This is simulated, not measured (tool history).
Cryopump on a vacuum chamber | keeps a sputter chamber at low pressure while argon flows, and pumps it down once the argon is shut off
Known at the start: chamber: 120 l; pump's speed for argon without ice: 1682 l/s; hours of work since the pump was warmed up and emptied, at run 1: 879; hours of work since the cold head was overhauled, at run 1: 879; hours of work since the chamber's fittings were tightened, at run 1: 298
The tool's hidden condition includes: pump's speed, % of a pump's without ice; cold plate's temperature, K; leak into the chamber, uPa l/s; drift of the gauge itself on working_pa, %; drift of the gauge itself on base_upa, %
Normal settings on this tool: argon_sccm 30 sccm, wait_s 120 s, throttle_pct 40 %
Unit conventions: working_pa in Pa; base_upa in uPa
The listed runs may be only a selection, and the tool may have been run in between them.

run,hour,argon_sccm,wait_s,throttle_pct,hours of work since the pump was warmed up and emptied,hours of work since the cold head was overhauled,hours of work since the chamber's fittings were tightened,working_pa,base_upa
1,0,30,120,40,879,879,298,0.0812,0.63
2,36.7,30,120,43,900,900,319,0.0761,0.66
3,61.4,30,120,43,914,914,333,0.0747,0.65
# hour 87.8: pump warmed up, emptied and cooled again
4,89.4,30,120,43,1,927,346,0.0704,0.61
5,106.9,30,28,40,11,937,356,0.0761,1.86
6,132.2,30,28,40,25,951,371,0.0773,1.87
7,162.4,30,28,40,43,969,388,0.0754,1.91
8,197.5,43,37,41,63,989,408,0.1066,1.53
9,219.8,43,37,41,76,1002,421,0.1059,1.52
10,243.6,18,37,20,89,1015,435,0.0915,1.52
11,272.2,49,120,38,106,1032,451,0.1314,0.63
12,309.9,49,120,38,127,1053,473,0.1309,0.65

4 options for the next run, each taken on its own from the tool as it stands now. Forecast them:
A,339.5,30,120,21,144,1070,490,?,?
B,339.5,13,61,56,144,1070,490,?,?
C,339.5,21,47,43,144,1070,490,?,?
D,339.5,30,20,40,144,1070,490,?,?

run,working_pa,base_upa
A,0.1452,0.6
B,0.0239,0.98
C,0.0491,1.22
D,0.0769,2.6
With no hidden state in the tool, these same runs would have given:
run,working_pa,base_upa
A,0.1441,0.53
B,0.0234,0.91
C,0.0483,1.14
D,0.0757,2.52
